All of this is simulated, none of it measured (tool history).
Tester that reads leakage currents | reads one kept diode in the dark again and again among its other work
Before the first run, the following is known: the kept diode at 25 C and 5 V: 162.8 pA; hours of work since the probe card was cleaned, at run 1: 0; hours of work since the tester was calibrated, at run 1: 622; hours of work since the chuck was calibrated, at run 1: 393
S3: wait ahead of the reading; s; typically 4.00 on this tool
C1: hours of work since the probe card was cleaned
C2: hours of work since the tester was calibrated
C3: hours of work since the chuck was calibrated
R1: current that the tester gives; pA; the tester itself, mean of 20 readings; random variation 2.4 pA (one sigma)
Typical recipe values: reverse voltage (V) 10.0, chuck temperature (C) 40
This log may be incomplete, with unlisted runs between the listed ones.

{"run": 1, "hour": 0.0, "reverse voltage (V)": 10.0, "chuck temperature (C)": 40, "S3": 4.0, "C1": 0, "C2": 622, "C3": 393, "R1": 785.9}
{"run": 2, "hour": 20.7, "reverse voltage (V)": 2.0, "chuck temperature (C)": 40, "S3": 4.0, "C1": 12, "C2": 634, "C3": 404, "R1": 342.85}
{"run": 3, "hour": 62.7, "reverse voltage (V)": 2.0, "chuck temperature (C)": 40, "S3": 4.0, "C1": 36, "C2": 658, "C3": 428, "R1": 342.48}
{"run": 4, "hour": 93.6, "reverse voltage (V)": 2.0, "chuck temperature (C)": 40, "S3": 4.0, "C1": 54, "C2": 675, "C3": 446, "R1": 344.88}
{"run": 5, "hour": 135.2, "reverse voltage (V)": 2.0, "chuck temperature (C)": 40, "S3": 4.0, "C1": 77, "C2": 699, "C3": 470, "R1": 344.49}
{"run": 6, "hour": 178.1, "reverse voltage (V)": 5.3, "chuck temperature (C)": 40, "S3": 4.0, "C1": 102, "C2": 724, "C3": 494, "R1": 564.72}
{"run": 7, "hour": 201.5, "reverse voltage (V)": 10.0, "chuck temperature (C)": 40, "S3": 4.0, "C1": 115, "C2": 737, "C3": 508, "R1": 784.34}
{"run": 8, "hour": 234.3, "reverse voltage (V)": 10.0, "chuck temperature (C)": 53, "S3": 4.0, "C1": 134, "C2": 756, "C3": 526, "R1": 2117.3}
{"run": 9, "hour": 254.8, "reverse voltage (V)": 10.0, "chuck temperature (C)": 40, "S3": 1.37, "C1": 146, "C2": 767, "C3": 538, "R1": 785.95}
{"run": 10, "hour": 298.4, "reverse voltage (V)": 10.0, "chuck temperature (C)": 40, "S3": 1.37, "C1": 170, "C2": 792, "C3": 563, "R1": 784.39}
{"run": 11, "hour": 325.4, "reverse voltage (V)": 10.0, "chuck temperature (C)": 40, "S3": 1.37, "C1": 186, "C2": 808, "C3": 579, "R1": 786.06}
{"run": 12, "hour": 353.4, "reverse voltage (V)": 10.0, "chuck temperature (C)": 40, "S3": 1.37, "C1": 202, "C2": 824, "C3": 595, "R1": 778.54}
{"run": 13, "hour": 388.9, "reverse voltage (V)": 10.0, "chuck temperature (C)": 40, "S3": 1.37, "C1": 222, "C2": 844, "C3": 615, "R1": 780.62}
{"run": 14, "hour": 416.6, "reverse voltage (V)": 2.1, "chuck temperature (C)": 26, "S3": 0.58, "C1": 238, "C2": 860, "C3": 631, "R1": 110.31}
{"hour": 422.6, "done": "tester calibrated"}
{"run": 15, "hour": 448.0, "reverse voltage (V)": 14.9, "chuck temperature (C)": 52, "S3": 5.74, "C1": 255, "C2": 15, "C3": 647, "R1": 2398.15}
{"run": 16, "hour": 490.7, "reverse voltage (V)": 14.9, "chuck temperature (C)": 52, "S3": 5.74, "C1": 279, "C2": 39, "C3": 672, "R1": 2386.69}
{"hour": 499.4, "done": "tester calibrated, once more"}
{"run": 17, "hour": 532.7, "reverse voltage (V)": 14.9, "chuck temperature (C)": 21, "S3": 5.02, "C1": 302, "C2": 19, "C3": 695, "R1": 192.46}
{"run": 18, "hour": 569.2, "reverse voltage (V)": 14.9, "chuck temperature (C)": 21, "S3": 5.02, "C1": 323, "C2": 40, "C3": 716, "R1": 192.39}
{"hour": 573.6, "done": "chuck's temperature calibrated"}
{"run": 19, "hour": 604.9, "reverse voltage (V)": 5.6, "chuck temperature (C)": 30, "S3": 1.96, "C1": 342, "C2": 59, "C3": 18, "R1": 267.93}
{"run": 20, "hour": 624.3, "reverse voltage (V)": 14.5, "chuck temperature (C)": 34, "S3": 8.53, "C1": 353, "C2": 70, "C3": 29, "R1": 604.86}
{"run": 21, "hour": 668.3, "reverse voltage (V)": 2.3, "chuck temperature (C)": 32, "S3": 5.18, "C1": 378, "C2": 95, "C3": 54, "R1": 198.81}
{"run": 22, "hour": 701.1, "reverse voltage (V)": 4.6, "chuck temperature (C)": 27, "S3": 3.72, "C1": 397, "C2": 114, "C3": 73, "R1": 187.21}
{"run": 23, "hour": 740.8, "reverse voltage (V)": 1.0, "chuck temperature (C)": 43, "S3": 1.95, "C1": 420, "C2": 137, "C3": 96, "R1": 312.26}

Below, some changes in R1 between adjacent runs. For each, the amount present without the hidden state too (settings, incoming material, random variation) and the amount remaining for the hidden state with gauge scatter not shared by both compared results:
Unlogged tool condition in this case: stray current of the dirty probe card, pA a volt; current scale over the true one, %; true chuck temperature over the reading, C; drift of the gauge itself on leakage_pa, %.
Run 14 -> 15: reverse voltage (V) 2.1 -> 14.9, chuck temperature (C) 26 -> 52, S3 0.58 -> 5.74, tester calibrated. R1 +2287.84 pA: hidden state -80.51, all else +2368.35.
Run 16 -> 17: chuck temperature (C) 52 -> 21, S3 5.74 -> 5.02, tester calibrated, once more. R1 -2194.23 pA: hidden state +79.28, all else -2273.51.
